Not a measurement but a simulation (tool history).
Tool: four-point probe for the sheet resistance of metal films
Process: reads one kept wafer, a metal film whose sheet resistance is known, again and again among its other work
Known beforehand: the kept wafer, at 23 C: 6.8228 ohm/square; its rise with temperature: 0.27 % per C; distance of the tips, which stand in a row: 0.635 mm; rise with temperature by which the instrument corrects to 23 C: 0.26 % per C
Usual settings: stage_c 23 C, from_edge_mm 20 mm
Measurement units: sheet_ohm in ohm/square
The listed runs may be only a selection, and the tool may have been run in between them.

| run | hour | stage_c | from_edge_mm | sheet_ohm |
|---|---|---|---|---|
| 1 | 0.0 | 23 | 20 | 6.828429 |
| 2 | 116.1 | 23 | 20 | 6.827454 |
| 3 | 216.9 | 23 | 20 | 6.827632 |
|  | 268.6 | stage's thermometer calibrated |
| 4 | 268.6 | 23 | 20 | 6.827917 |
| 5 | 337.2 | 23 | 20 | 6.829430 |
| 6 | 405.5 | 23 | 20 | 6.827269 |
| 7 | 506.5 | 25 | 20 | 6.827988 |
| 8 | 615.1 | 23 | 20 | 6.827619 |
| 9 | 720.6 | 23 | 22 | 6.827725 |
| 10 | 775.3 | 30 | 20 | 6.828338 |
| 11 | 849.9 | 30 | 20 | 6.829411 |
| 12 | 954.3 | 23 | 29 | 6.821915 |
| 13 | 1058.4 | 23 | 29 | 6.825955 |
| 14 | 1156.3 | 23 | 29 | 6.826296 |
| 15 | 1257.7 | 27 | 9 | 6.842389 |
| 16 | 1322.0 | 29 | 22 | 6.829369 |
| 17 | 1424.8 | 29 | 22 | 6.827549 |
| 18 | 1496.1 | 26 | 18 | 6.832516 |
| 19 | 1564.9 | 24 | 30 | 6.824709 |
| 20 | 1614.3 | 24 | 30 | 6.823963 |
| 21 | 1729.5 | 26 | 5 | 6.881315 |
| 22 | 1822.7 | 31 | 5 | 6.884266 |
| 23 | 1921.5 | 26 | 23 | 6.827250 |
| 24 | 2014.6 | 26 | 23 | 6.826712 |
| 25 | 2128.9 | 26 | 23 | 6.827651 |
| 26 | 2192.0 | 19 | 50 | 6.821626 |
| 27 | 2256.7 | 21 | 28 | 6.824886 |
| 28 | 2349.9 | 26 | 25 | 6.827845 |

Here are 3 independent what-if runs from the current tool condition. What would each one return?
| A | 2417.8 | 29 | 40 | ? |
| B | 2417.8 | 32 | 20 | ? |
| C | 2417.8 | 23 | 33 | ? |

| run | sheet_ohm |
|---|---|
| A | 6.828128 |
| B | 6.832208 |
| C | 6.827082 |
The same runs, with their run-to-run variation unchanged, on a tool lacking any hidden condition would have given:
| run | sheet_ohm |
|---|---|
| A | 6.826960 |
| B | 6.831039 |
| C | 6.825915 |
